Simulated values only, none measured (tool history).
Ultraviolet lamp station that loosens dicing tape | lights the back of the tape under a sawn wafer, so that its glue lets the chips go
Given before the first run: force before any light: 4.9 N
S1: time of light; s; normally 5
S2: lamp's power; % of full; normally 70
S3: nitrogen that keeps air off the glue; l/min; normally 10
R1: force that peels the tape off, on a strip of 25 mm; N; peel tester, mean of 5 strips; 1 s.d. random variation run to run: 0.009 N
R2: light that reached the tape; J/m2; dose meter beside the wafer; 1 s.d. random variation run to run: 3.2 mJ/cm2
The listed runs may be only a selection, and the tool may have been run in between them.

run     day  S1  S2  S3     R1    R2
  1   0.000   5  70  10  0.478  4430
  2   1.242   5  70  10  0.495  4380
  3   1.783   5  70  13  0.419  4390
  4   2.783   5  70   4  0.849  4310
  5   3.575   5  70  10  0.514  4210
  6   4.654   5  70  10  0.521  4230
  7   5.458   5  70   5  0.819  4160
  8   6.233   5  70   5  0.806  4160
  9   7.238   5  70  10  0.577  4100
 10   8.375   5  70  10  0.574  4100
 11   9.004   5  70   3  1.124  4040
 12   9.983   5  70   3  1.113  4010
 13  10.829   5  70   3  1.124  3970
 14  11.942   2  70  10  2.059  1570
 15  12.875   2  70  10  2.039  1570
 16  13.917   3  70  10  1.368  2290
 17  14.829   3  70  10  1.409  2280
 18  16.112   6  70  10  0.467  4490
 19  16.721   6  70  10  0.451  4480
 20  17.808   4  70  10  1.001  2950
     18.625  -- window cleaned of glue's vapour
 21  19.129   5  70  10  0.876  3130
 22  19.892   5  70  10  0.925  3100
 23  21.167   5  81   5  1.041  3510
 24  21.696   3  93  13  1.223  2400
     22.621  -- window cleaned of glue's vapour, once more
 25  22.829   3  93  13  0.639  3530
 26  23.875   3  81   4  1.425  3030
 27  24.912   4  91   4  0.815  4470
 28  25.925   2  70  10  1.992  1690
 29  26.508   2  70  10  1.986  1680
 30  27.188   2  70  10  1.951  1710
 31  27.929   5  70   6  0.715  4160
 32  28.592   5  70   6  0.735  4130
 33  29.221   6  70  10  0.369  4890
 34  29.800   3  90  10  0.910  3140
 35  30.658   3  90  10  0.896  3120
 36  31.758   3  90  10  0.948  3100
 37  32.508   3  78   5  1.533  2640
 38  33.121   3  79  11  1.131  2720
 39  33.838   2  79  15  1.681  1760
 40  34.958   2  70   6  2.386  1560
 41  35.917   4  69   6  1.190  3050
 42  37.125   4  69   6  1.264  2920

Some steps in R1, run to run, broken into two amounts with sign: the step expected even without the hidden condition (settings, incoming material, random variation), and the rest, left for the hidden condition together with whatever gauge scatter is not in both the measured and the hidden-condition-free result:
Hidden conditions of the tool in this case: lamp's light, % of a new lamp's; light that the window lets through, % of a clean one's; drift of the gauge itself on peel_n, %; drift of the gauge itself on dose_mj_cm2, %.
Run 17 -> 18: S1 3 -> 6. R1 -0.942 N: hidden state -0.203, all else -0.739.
Run 19 -> 20: S1 6 -> 4. R1 +0.550 N: hidden state +0.183, all else +0.367.
Run 24 -> 25: window cleaned of glue's vapour, once more. R1 -0.584 N: hidden state -0.553, all else -0.031.
Run 27 -> 28: S1 4 -> 2, S2 91 -> 70, S3 4 -> 10. R1 +1.177 N: hidden state +0.084, all else +1.093.
Run 30 -> 31: S1 2 -> 5, S3 10 -> 6. R1 -1.236 N: hidden state -0.081, all else -1.155.
Run 40 -> 41: S1 2 -> 4, S2 70 -> 69. R1 -1.196 N: hidden state -0.042, all else -1.154.
